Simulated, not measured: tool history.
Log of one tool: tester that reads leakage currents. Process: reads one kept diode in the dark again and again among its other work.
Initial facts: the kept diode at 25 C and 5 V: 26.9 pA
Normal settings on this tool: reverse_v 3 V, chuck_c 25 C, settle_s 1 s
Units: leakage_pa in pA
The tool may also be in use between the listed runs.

run    hour  reverse_v  chuck_c  settle_s  leakage_pa
  1       0          3       25         1       25.63
  2    41.5          3       25         1       25.61
  3   107.6          3       25         1       25.91
  4   178.4          3       25         1       26.06
  5   214.4          3       25         1       26.23
  6   281.2          3       25         1       26.47
  7   344.1          3       25         1       26.37
  8   400.9          3       25      9.61       26.39
  9   463.2          3       25      9.61       26.47
 10   529.9          3       25      9.61       26.61
 11   599.4          3       25         1       26.98
 12   662.8          3       24         1       25.15
 13   733.9          3       25         1       27.24
 14   783.4          3       25         1       27.22
 15   821.8          3       25         1       29.58
 16   893.8          3       25         1       27.71
 17   923.2          3       22         1       21.97
 18   972.4          3       22         1       17.68
 19  1023.1          3       37         1       55.88
 20  1079.1          3       23         1        19.4
 21  1131.4          3       23         1       19.68
 22    1161          3       23         1       19.52
 23  1224.3       1.53       20      2.03       11.57
 24  1254.7       1.53       20      2.03       11.66
 25  1313.4      15.36       37      3.86      112.18
 26  1357.9          3       25      1.91       23.25
 27  1392.9      14.34       39         1      127.46
 28  1425.9      14.34       39         1       127.3
 29  1476.9      14.34       39         1      127.87
 30  1522.9       1.32       28      0.55       21.02
 31    1583       8.52       52      0.63      253.02
 32  1631.3       8.52       52      0.63      252.71
 33    1686       8.52       26      0.63       40.67
 34  1737.9       8.52       26      0.63       40.96
 35  1775.9       8.52       24      0.63       35.56
 36  1847.5       1.88       50      6.94      119.36
 37    1904       2.41       29         1       29.97
 38  1970.2          3       25      2.28       24.42
 39  2018.3          3       25      0.54       24.72

Not shown here: 3 entries made in the log between runs. Locate each between two listed runs and compare the hidden state at the listed run before it with the hidden state at the listed run after it:
Run 14 -> run 15: chuck's temperature calibrated (hour 789.8)
  stray current of the dirty probe card, pA a volt: 0.674 -> 0.681; current scale over the true one, %: 0.48 -> 0.49; true chuck temperature over the reading, C: 1.73 -> 2.8
  measured result minus the result with no hidden state, leakage_pa: +5.27 -> +7.51 pA
Run 15 -> run 16: probe card cleaned and baked (hour 884.4)
  stray current of the dirty probe card, pA a volt: 0.681 -> 0.023; current scale over the true one, %: 0.49 -> 0.5; true chuck temperature over the reading, C: 2.8 -> 2.84
  measured result minus the result with no hidden state, leakage_pa: +7.51 -> +5.61 pA
Run 17 -> run 18: chuck's temperature calibrated, once more (hour 965.3)
  stray current of the dirty probe card, pA a volt: 0.03 -> 0.04; current scale over the true one, %: 0.5 -> 0.51; true chuck temperature over the reading, C: 2.86 -> 0.18
  measured result minus the result with no hidden state, leakage_pa: +4.56 -> +0.4 pA

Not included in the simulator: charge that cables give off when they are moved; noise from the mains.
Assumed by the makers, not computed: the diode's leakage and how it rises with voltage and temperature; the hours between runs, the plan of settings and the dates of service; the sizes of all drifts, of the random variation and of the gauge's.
